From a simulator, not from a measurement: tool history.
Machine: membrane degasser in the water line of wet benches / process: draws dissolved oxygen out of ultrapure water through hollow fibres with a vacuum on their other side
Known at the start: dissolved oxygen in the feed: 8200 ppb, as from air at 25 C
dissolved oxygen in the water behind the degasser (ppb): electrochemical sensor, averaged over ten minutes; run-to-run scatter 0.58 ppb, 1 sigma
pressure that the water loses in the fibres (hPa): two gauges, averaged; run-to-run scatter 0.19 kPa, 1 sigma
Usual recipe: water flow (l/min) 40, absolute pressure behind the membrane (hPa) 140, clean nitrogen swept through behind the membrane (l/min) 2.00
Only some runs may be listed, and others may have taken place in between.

run	hour	water flow (l/min)	absolute pressure behind the membrane (hPa)	clean nitrogen swept through behind the membrane (l/min)	dissolved oxygen in the water behind the degasser (ppb)	pressure that the water loses in the fibres (hPa)
1	0.0	40	140	2.00	460.0	498.8
2	281.3	40	140	2.00	461.3	497.6
3	490.4	40	140	2.00	461.2	499.7
4	761.5	40	140	3.67	272.3	493.9
5	1056.6	40	140	3.67	271.1	497.5
6	1337.7	40	140	3.67	271.7	497.9
7	1596.1	40	140	3.67	272.7	497.0
8	1803.1	27	140	2.00	328.4	335.7
9	2024.6	27	140	2.00	328.5	337.2
10	2171.2	40	140	2.00	463.5	497.7
11	2443.8	40	140	2.00	464.4	497.2
# hour 2670.1: vacuum gauge calibrated
12	2715.3	40	140	2.00	464.7	494.9
13	2979.8	40	140	2.00	466.3	501.4
# hour 3066.8: seals of the vacuum lines changed
14	3256.1	40	237	2.00	845.9	498.9
15	3465.4	40	237	2.00	844.0	499.9
16	3657.0	40	140	2.00	467.1	498.9
17	3787.5	24	146	3.21	203.0	297.4
18	3966.7	24	146	3.21	203.4	298.1
19	4244.1	44	270	3.21	708.7	547.2
# hour 4431.4: gauge calibrated
20	4455.8	46	122	1.36	596.3	573.7
21	4652.7	26	129	2.72	214.9	322.8
22	4836.7	38	335	2.63	907.9	473.9
23	5041.2	37	133	5.78	155.1	460.4
24	5203.7	37	133	5.78	155.6	459.4
25	5371.5	56	117	1.37	661.4	694.9
26	5611.7	24	156	1.55	420.9	297.1
27	5736.7	24	156	1.55	421.3	296.7
28	6025.4	61	187	2.35	814.5	755.7
29	6171.8	61	187	2.35	815.5	756.8
30	6468.2	61	187	2.35	819.6	754.7
# hour 6499.3: vacuum gauge calibrated
31	6609.7	54	114	2.22	428.2	668.8

5 options for the next run, each taken on its own from the tool as it stands now. Forecast them:
A	6856.6	54	345	2.22	?	?
B	6856.6	63	140	2.24	?	?
C	6856.6	38	216	3.86	?	?
D	6856.6	43	135	1.62	?	?
E	6856.6	32	300	1.89	?	?

run	dissolved oxygen in the water behind the degasser (ppb)	pressure that the water loses in the fibres (hPa)
A	1425.7	669.4
B	630.4	781.9
C	413.7	476.7
D	563.7	530.2
E	933.5	397.8
What these runs would have given with no unlogged condition in the tool:
run	dissolved oxygen in the water behind the degasser (ppb)	pressure that the water loses in the fibres (hPa)
A	1412.4	669.0
B	624.5	781.4
C	409.8	476.4
D	558.4	529.9
E	924.8	397.5
